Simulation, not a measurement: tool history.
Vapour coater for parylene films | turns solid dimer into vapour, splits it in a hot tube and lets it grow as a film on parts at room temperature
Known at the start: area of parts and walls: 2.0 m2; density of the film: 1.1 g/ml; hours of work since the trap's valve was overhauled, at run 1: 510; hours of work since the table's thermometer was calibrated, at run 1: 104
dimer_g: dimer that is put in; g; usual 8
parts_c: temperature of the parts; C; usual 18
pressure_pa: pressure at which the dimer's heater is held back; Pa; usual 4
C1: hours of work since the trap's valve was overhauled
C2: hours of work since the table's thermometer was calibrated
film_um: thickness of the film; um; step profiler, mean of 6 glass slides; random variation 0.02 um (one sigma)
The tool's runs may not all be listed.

run 1 hour=0 | dimer_g=8 parts_c=18 pressure_pa=4 | C1=510 C2=104 | film_um=2.07
-- hour=5.9 trap's valve overhauled
run 2 hour=23.9 | dimer_g=8 parts_c=18 pressure_pa=4 | C1=11 C2=117 | film_um=2.04
run 3 hour=35.6 | dimer_g=8 parts_c=18 pressure_pa=4 | C1=19 C2=124 | film_um=2.03
run 4 hour=56.3 | dimer_g=9 parts_c=18 pressure_pa=4 | C1=32 C2=137 | film_um=2.27
run 5 hour=67.9 | dimer_g=9 parts_c=18 pressure_pa=4 | C1=39 C2=145 | film_um=2.29
run 6 hour=94.9 | dimer_g=9 parts_c=18 pressure_pa=4 | C1=56 C2=161 | film_um=2.27
run 7 hour=112.4 | dimer_g=8 parts_c=18 pressure_pa=4 | C1=67 C2=172 | film_um=2.03
run 8 hour=125.3 | dimer_g=7 parts_c=18 pressure_pa=4 | C1=75 C2=180 | film_um=1.76
run 9 hour=138.2 | dimer_g=7 parts_c=18 pressure_pa=4 | C1=83 C2=189 | film_um=1.76
-- hour=145.8 trap's valve overhauled, once more
run 10 hour=162.1 | dimer_g=7 parts_c=18 pressure_pa=4 | C1=10 C2=201 | film_um=1.97
run 11 hour=181.3 | dimer_g=8 parts_c=12 pressure_pa=4 | C1=22 C2=213 | film_um=2.74
run 12 hour=196.5 | dimer_g=8 parts_c=12 pressure_pa=10.65 | C1=32 C2=223 | film_um=2.22
run 13 hour=221.6 | dimer_g=8 parts_c=12 pressure_pa=8.4 | C1=48 C2=238 | film_um=2.35
run 14 hour=237.5 | dimer_g=8 parts_c=12 pressure_pa=8.4 | C1=57 C2=248 | film_um=2.32
run 15 hour=265 | dimer_g=8 parts_c=18 pressure_pa=4 | C1=75 C2=266 | film_um=2.23
run 16 hour=283.9 | dimer_g=6 parts_c=18 pressure_pa=4 | C1=87 C2=277 | film_um=1.65
run 17 hour=312.4 | dimer_g=9 parts_c=18 pressure_pa=4 | C1=104 C2=295 | film_um=2.53
run 18 hour=325.9 | dimer_g=4 parts_c=18 pressure_pa=3.1 | C1=113 C2=304 | film_um=1.15
run 19 hour=347.4 | dimer_g=7 parts_c=20 pressure_pa=2.35 | C1=126 C2=317 | film_um=2.05
run 20 hour=367.3 | dimer_g=7 parts_c=30 pressure_pa=2.19 | C1=139 C2=330 | film_um=1.49
run 21 hour=380.3 | dimer_g=7 parts_c=30 pressure_pa=2.19 | C1=147 C2=338 | film_um=1.49
run 22 hour=395.5 | dimer_g=5 parts_c=20 pressure_pa=6.97 | C1=157 C2=347 | film_um=1.14
run 23 hour=411.7 | dimer_g=5 parts_c=20 pressure_pa=6.97 | C1=167 C2=358 | film_um=1.15
run 24 hour=429.7 | dimer_g=5 parts_c=18 pressure_pa=11.67 | C1=178 C2=369 | film_um=1.11
run 25 hour=445.2 | dimer_g=13 parts_c=18 pressure_pa=2.04 | C1=188 C2=379 | film_um=4.17
run 26 hour=466.8 | dimer_g=11 parts_c=18 pressure_pa=7.69 | C1=201 C2=392 | film_um=2.64
run 27 hour=488.8 | dimer_g=11 parts_c=18 pressure_pa=7.69 | C1=215 C2=406 | film_um=2.64
run 28 hour=505.4 | dimer_g=5 parts_c=10 pressure_pa=5.94 | C1=225 C2=416 | film_um=1.67
run 29 hour=528.6 | dimer_g=3 parts_c=14 pressure_pa=4.02 | C1=240 C2=431 | film_um=0.93
run 30 hour=543.1 | dimer_g=6 parts_c=26 pressure_pa=2.06 | C1=249 C2=440 | film_um=1.46
run 31 hour=570 | dimer_g=8 parts_c=23 pressure_pa=3.01 | C1=266 C2=457 | film_um=1.99
run 32 hour=594.4 | dimer_g=6 parts_c=23 pressure_pa=7.97 | C1=281 C2=472 | film_um=1.19
run 33 hour=610.3 | dimer_g=6 parts_c=23 pressure_pa=7.97 | C1=291 C2=482 | film_um=1.19

Forecast each of these 4 alternatives for the next run:
run A hour=634.7 | dimer_g=8 parts_c=18 pressure_pa=7.11 | C1=306 C2=497 | film_um=?
run B hour=634.7 | dimer_g=4 parts_c=23 pressure_pa=2.84 | C1=306 C2=497 | film_um=?
run C hour=634.7 | dimer_g=8 parts_c=11 pressure_pa=4 | C1=306 C2=497 | film_um=?
run D hour=634.7 | dimer_g=6 parts_c=18 pressure_pa=7.97 | C1=306 C2=497 | film_um=?

run=A film_um=1.92
run=B film_um=1.02
run=C film_um=2.77
run=D film_um=1.41
Without the tool's hidden state the same runs would have given:
run=A film_um=1.97
run=B film_um=1.05
run=C film_um=2.84
run=D film_um=1.45
